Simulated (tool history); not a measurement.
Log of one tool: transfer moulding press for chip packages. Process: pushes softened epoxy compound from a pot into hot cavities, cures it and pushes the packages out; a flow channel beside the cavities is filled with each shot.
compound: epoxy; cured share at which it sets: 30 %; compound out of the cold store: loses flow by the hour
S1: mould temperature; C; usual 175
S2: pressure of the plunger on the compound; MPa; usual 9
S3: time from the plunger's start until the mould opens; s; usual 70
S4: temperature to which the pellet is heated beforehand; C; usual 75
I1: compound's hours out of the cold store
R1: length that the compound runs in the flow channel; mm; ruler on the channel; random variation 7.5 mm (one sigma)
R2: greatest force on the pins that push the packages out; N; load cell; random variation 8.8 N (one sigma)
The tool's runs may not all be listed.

run     day   S1     S2  S3  S4    I1   R1   R2
  1       0  175      9  70  75  12.4  899  551
  2   0.808  175      9  70  75  28.7  856  547
      0.988  -- plunger's sealing rings changed
      1.262  -- cavities cleaned with cleaning compound and waxed
  3    1.75  175      9  70  75    37  935  477
  4   2.817  175   8.49  70  75  37.3  906  568
      3.442  -- cavities cleaned with cleaning compound and waxed
  5   4.021  170   8.49  70  75  34.1  916  577
  6   4.842  175      9  70  75  14.3  993  584
      5.621  -- cavities cleaned with cleaning compound and waxed
  7   6.196  175      9  70  75    23  947  491
  8   7.175  175      9  70  75   8.1  984  573
      7.846  -- cavities cleaned with cleaning compound and waxed
  9   8.229  175      9  70  75  36.2  889  441
 10   8.975  175      9  70  75  17.2  946  539
     10.096  -- cavities cleaned with cleaning compound and waxed
 11  10.275  175      9  70  75  42.2  852  424
 12  11.117  175      9  70  75  42.5  840  551
     12.262  -- cavities cleaned with cleaning compound and waxed
 13  12.388  175      9  70  75    25  889  414
 14  13.646  175      9  73  80  34.1  851  524
 15    14.3  175      9  73  80  27.9  850  542
     14.475  -- cavities cleaned with cleaning compound and waxed
     14.917  -- plunger's sealing rings changed
 16  15.446  177      9  70  78  34.7  928  493
 17  16.571  175      9  70  80  37.2  932  569
     16.792  -- cavities cleaned with cleaning compound and waxed
 18  17.504  183    8.3  75  70    23  902  450
     17.696  -- mould's thermocouples calibrated
 19  18.508  179   7.21  75  70  29.9  830  517
     19.125  -- cavities cleaned with cleaning compound and waxed
 20  19.383  179   7.21  75  74  43.8  772  403
 21  19.996  172    7.4  61  75  14.6  887  706
 22  20.654  175   7.72  70  74  22.7  852  540
     21.317  -- cavities cleaned with cleaning compound and waxed
 23  21.383  172   9.68  78  76  35.1  932  406
      22.35  -- mould's thermocouples calibrated, once more
 24  22.462  172   9.68  78  76  36.3  928  525
 25  23.367  172  10.11  78  83  42.8  931  564
     23.675  -- cavities cleaned with cleaning compound and waxed
 26  24.712  172  10.11  78  83  17.1  995  521

Hidden state or all else? Some run-to-run changes of R1, split into what the settings, what came in and random variation would give without the hidden state, and what is left for the hidden state (with any gauge scatter that isn't in both results):
The hidden state here: true mould temperature over the reading, C; pressure that reaches the compound, % of what is set; grip of the stained cavities, % over clean ones'; drift of the gauge itself on flow_mm, %; drift of the gauge itself on push_out_n, %.
Run 2 -> 3: plunger's sealing rings changed, cavities cleaned with cleaning compound and waxed. R1 +79 mm: hidden state +114, all else -35.
Run 8 -> 9: cavities cleaned with cleaning compound and waxed. R1 -95 mm: hidden state -4, all else -91.
Run 15 -> 16: S1 175 -> 177, S3 73 -> 70, S4 80 -> 78, cavities cleaned with cleaning compound and waxed, plunger's sealing rings changed. R1 +78 mm: hidden state +109, all else -31.
Run 20 -> 21: S1 179 -> 172, S2 7.21 -> 7.4, S3 75 -> 61, S4 74 -> 75. R1 +115 mm: hidden state -12, all else +127.
